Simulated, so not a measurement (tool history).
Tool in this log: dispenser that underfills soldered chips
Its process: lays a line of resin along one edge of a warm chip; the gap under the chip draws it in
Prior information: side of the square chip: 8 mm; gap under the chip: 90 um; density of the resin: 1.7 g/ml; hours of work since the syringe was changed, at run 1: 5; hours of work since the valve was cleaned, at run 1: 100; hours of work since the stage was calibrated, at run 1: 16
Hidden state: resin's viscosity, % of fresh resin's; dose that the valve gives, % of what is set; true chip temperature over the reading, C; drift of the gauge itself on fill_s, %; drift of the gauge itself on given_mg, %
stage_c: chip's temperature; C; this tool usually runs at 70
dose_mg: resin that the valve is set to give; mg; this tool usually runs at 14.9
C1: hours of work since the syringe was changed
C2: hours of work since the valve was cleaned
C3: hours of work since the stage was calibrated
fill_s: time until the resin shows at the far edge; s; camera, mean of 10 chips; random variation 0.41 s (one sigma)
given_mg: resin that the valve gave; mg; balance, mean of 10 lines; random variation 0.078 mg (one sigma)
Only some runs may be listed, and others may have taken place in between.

run 1 day=0 | stage_c=70 dose_mg=14.9 | C1=5 C2=100 C3=16 | fill_s=39.7 given_mg=13.62
-- day=0.05 new syringe of resin
run 2 day=0.2 | stage_c=70 dose_mg=14.9 | C1=3 C2=103 C3=19 | fill_s=34.4 given_mg=13.7
-- day=0.371 new syringe of resin
run 3 day=0.388 | stage_c=70 dose_mg=14.9 | C1=0 C2=106 C3=22 | fill_s=29.6 given_mg=13.7
run 4 day=0.579 | stage_c=56 dose_mg=14.9 | C1=4 C2=110 C3=26 | fill_s=67.3 given_mg=13.65
-- day=0.692 new syringe of resin
run 5 day=0.717 | stage_c=56 dose_mg=14.9 | C1=0 C2=112 C3=28 | fill_s=52.7 given_mg=13.52
run 6 day=0.838 | stage_c=56 dose_mg=14.9 | C1=3 C2=114 C3=30 | fill_s=61.2 given_mg=13.68
run 7 day=0.967 | stage_c=56 dose_mg=14.9 | C1=5 C2=116 C3=32 | fill_s=71.3 given_mg=13.78
-- day=1.008 new syringe of resin
run 8 day=1.083 | stage_c=56 dose_mg=14.9 | C1=1 C2=118 C3=34 | fill_s=55.3 given_mg=13.61
run 9 day=1.196 | stage_c=70 dose_mg=14.9 | C1=3 C2=120 C3=36 | fill_s=35.4 given_mg=13.45
-- day=1.333 new syringe of resin
run 10 day=1.358 | stage_c=70 dose_mg=14.9 | C1=0 C2=123 C3=39 | fill_s=29.1 given_mg=13.6
run 11 day=1.442 | stage_c=75 dose_mg=13 | C1=2 C2=124 C3=40 | fill_s=27.7 given_mg=11.83
run 12 day=1.538 | stage_c=77 dose_mg=16.2 | C1=4 C2=126 C3=42 | fill_s=27.4 given_mg=14.57
-- day=1.65 new syringe of resin
run 13 day=1.675 | stage_c=66 dose_mg=16 | C1=0 C2=128 C3=44 | fill_s=35 given_mg=14.36
run 14 day=1.767 | stage_c=74 dose_mg=15.3 | C1=2 C2=130 C3=46 | fill_s=28.7 given_mg=13.83
run 15 day=1.9 | stage_c=61 dose_mg=13.9 | C1=4 C2=132 C3=48 | fill_s=58 given_mg=12.42
-- day=1.958 new syringe of resin
run 16 day=2.046 | stage_c=61 dose_mg=14.9 | C1=2 C2=135 C3=51 | fill_s=45.3 given_mg=13.27
run 17 day=2.233 | stage_c=84 dose_mg=15.1 | C1=5 C2=138 C3=54 | fill_s=23.1 given_mg=13.53
-- day=2.275 new syringe of resin
run 18 day=2.392 | stage_c=67 dose_mg=18.1 | C1=2 C2=141 C3=57 | fill_s=36.9 given_mg=16.22
run 19 day=2.571 | stage_c=67 dose_mg=18.1 | C1=5 C2=144 C3=60 | fill_s=45.5 given_mg=16.09

Predict each of these 3 candidate next runs independently; none follows another, all start after run 19:
-- day=2.596 new syringe of resin
run A day=2.721 | stage_c=81 dose_mg=15.7 | C1=2 C2=146 C3=62 | fill_s=? given_mg=?
-- day=2.596 new syringe of resin
run B day=2.721 | stage_c=60 dose_mg=18.5 | C1=2 C2=146 C3=62 | fill_s=? given_mg=?
-- day=2.596 new syringe of resin
run C day=2.721 | stage_c=70 dose_mg=17 | C1=2 C2=146 C3=62 | fill_s=? given_mg=?

run=A fill_s=22.1 given_mg=13.85
run=B fill_s=50.6 given_mg=16.25
run=C fill_s=33.4 given_mg=15.11
Without the tool's unlogged condition, the same runs would have read:
run=A fill_s=18.3 given_mg=15.62
run=B fill_s=42.5 given_mg=18.33
run=C fill_s=27.9 given_mg=17.04
